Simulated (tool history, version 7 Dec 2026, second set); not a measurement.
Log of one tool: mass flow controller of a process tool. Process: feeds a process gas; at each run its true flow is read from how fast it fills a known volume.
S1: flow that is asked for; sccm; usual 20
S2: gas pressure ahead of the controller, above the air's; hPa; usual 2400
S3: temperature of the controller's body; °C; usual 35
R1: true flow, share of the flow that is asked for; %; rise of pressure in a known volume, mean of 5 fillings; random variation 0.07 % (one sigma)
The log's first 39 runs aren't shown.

run	hour	S1	S2	S3	R1
40	2790.4	50	2300	35	100.69
41	2852.5	5	2450	25	98.69
42	2943.5	20	1750	35	99.67
43	2998.3	32	2060	25	99.70
44	3082.3	8	2400	38	99.24
45	3159.2	6	2400	37	99.19
46	3256.1	6	2400	37	99.43
47	3299.5	19	2540	34	99.54
48	3354.2	21	2050	27	99.39
49	3433.3	21	2050	27	99.29

Forecast each of these 3 alternatives for the next run:
A	3504.0	6	1410	28	?
B	3504.0	17	2110	33	?
C	3504.0	20	2400	21	?

run	R1
A	99.56
B	99.34
C	99.12
Without the tool's hidden state the same runs would have given:
run	R1
A	98.52
B	98.81
C	98.62

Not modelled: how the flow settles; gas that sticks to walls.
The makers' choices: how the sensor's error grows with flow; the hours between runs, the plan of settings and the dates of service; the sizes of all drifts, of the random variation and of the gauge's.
